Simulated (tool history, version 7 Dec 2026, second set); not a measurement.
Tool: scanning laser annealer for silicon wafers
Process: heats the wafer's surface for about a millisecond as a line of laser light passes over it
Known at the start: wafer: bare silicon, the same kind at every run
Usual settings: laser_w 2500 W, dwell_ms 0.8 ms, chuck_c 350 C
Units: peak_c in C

run 1 hour=0 | laser_w=2500 dwell_ms=0.8 chuck_c=350 | peak_c=1091
run 2 hour=13.4 | laser_w=2660 dwell_ms=0.8 chuck_c=350 | peak_c=1142
run 3 hour=29.3 | laser_w=2500 dwell_ms=0.8 chuck_c=349 | peak_c=1093
run 4 hour=45.3 | laser_w=2500 dwell_ms=0.8 chuck_c=349 | peak_c=1093
run 5 hour=59.4 | laser_w=2500 dwell_ms=0.8 chuck_c=350 | peak_c=1087
run 6 hour=75.6 | laser_w=2500 dwell_ms=0.8 chuck_c=350 | peak_c=1085
run 7 hour=93.6 | laser_w=2500 dwell_ms=0.8 chuck_c=350 | peak_c=1084
run 8 hour=105.4 | laser_w=2500 dwell_ms=0.8 chuck_c=377 | peak_c=1109
run 9 hour=126 | laser_w=2500 dwell_ms=0.93 chuck_c=350 | peak_c=1133
run 10 hour=135.5 | laser_w=2500 dwell_ms=0.93 chuck_c=350 | peak_c=1137
run 11 hour=154.3 | laser_w=2500 dwell_ms=0.8 chuck_c=350 | peak_c=1084
run 12 hour=172.4 | laser_w=2500 dwell_ms=0.8 chuck_c=350 | peak_c=1079
run 13 hour=184.4 | laser_w=2500 dwell_ms=0.8 chuck_c=350 | peak_c=1080
run 14 hour=193.1 | laser_w=2500 dwell_ms=0.779 chuck_c=350 | peak_c=1071
run 15 hour=212.2 | laser_w=2500 dwell_ms=0.779 chuck_c=350 | peak_c=1070
run 16 hour=232.7 | laser_w=2447 dwell_ms=0.8 chuck_c=350 | peak_c=1060
run 17 hour=253.7 | laser_w=2447 dwell_ms=0.8 chuck_c=350 | peak_c=1058
run 18 hour=274.2 | laser_w=2500 dwell_ms=0.8 chuck_c=319 | peak_c=1045

Run 19 comes next. What will it give?
run 19 hour=292.8 | laser_w=2500 dwell_ms=0.8 chuck_c=319 | peak_c=?

{"run 19": {"peak_c": 1044}}
Without the tool's hidden state the same run would have given peak_c 1073 C.
